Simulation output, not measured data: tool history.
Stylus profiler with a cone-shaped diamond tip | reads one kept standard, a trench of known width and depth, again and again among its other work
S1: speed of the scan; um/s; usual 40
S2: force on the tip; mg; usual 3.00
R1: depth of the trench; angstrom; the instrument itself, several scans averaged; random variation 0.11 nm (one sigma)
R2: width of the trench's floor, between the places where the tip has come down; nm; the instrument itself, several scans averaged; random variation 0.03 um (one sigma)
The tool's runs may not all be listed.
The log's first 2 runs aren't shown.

| run | hour | S1 | S2 | R1 | R2 |
|---|---|---|---|---|---|
| 3 | 31.6 | 40 | 3.00 | 2019.3 | 47940 |
| 4 | 47.1 | 40 | 3.00 | 2020.1 | 47920 |
| 5 | 63.4 | 40 | 3.00 | 2021.6 | 47930 |
| 6 | 83.4 | 40 | 3.00 | 2020.8 | 47930 |
| 7 | 95.1 | 40 | 3.00 | 2021.8 | 47970 |
| 8 | 115.3 | 40 | 3.00 | 2020.0 | 47920 |
| 9 | 133.8 | 148 | 3.00 | 2020.8 | 47730 |
|  | 136.5 | height scale calibrated on a step standard |
| 10 | 152.7 | 148 | 3.00 | 2020.5 | 47710 |
| 11 | 168.1 | 148 | 3.00 | 2020.4 | 47650 |
| 12 | 182.8 | 148 | 3.00 | 2019.5 | 47680 |
| 13 | 200.3 | 40 | 8.32 | 2041.2 | 47830 |
| 14 | 221.2 | 40 | 8.32 | 2041.6 | 47880 |
| 15 | 243.8 | 40 | 8.32 | 2042.8 | 47820 |
|  | 254.2 | height scale calibrated on a step standard, once more |
| 16 | 267.5 | 40 | 8.32 | 2039.3 | 47820 |
| 17 | 286.1 | 76 | 2.73 | 2018.8 | 47760 |
| 18 | 296.1 | 61 | 4.58 | 2027.2 | 47680 |
| 19 | 316.7 | 43 | 8.61 | 2042.4 | 47820 |
| 20 | 330.3 | 43 | 8.61 | 2041.4 | 47740 |
| 21 | 350.7 | 67 | 2.21 | 2018.5 | 47650 |
| 22 | 362.6 | 15 | 2.21 | 2018.3 | 47740 |
| 23 | 380.0 | 50 | 1.19 | 2010.0 | 47660 |

The next listed run, before its measurement:
| 24 | 390.4 | 40 | 2.88 | ? | ? |

Run 24 gave R1 2020.6 angstrom, R2 47730 nm.
Without the tool's hidden state the same run would have given R1 2020.0 angstrom, R2 48000 nm.
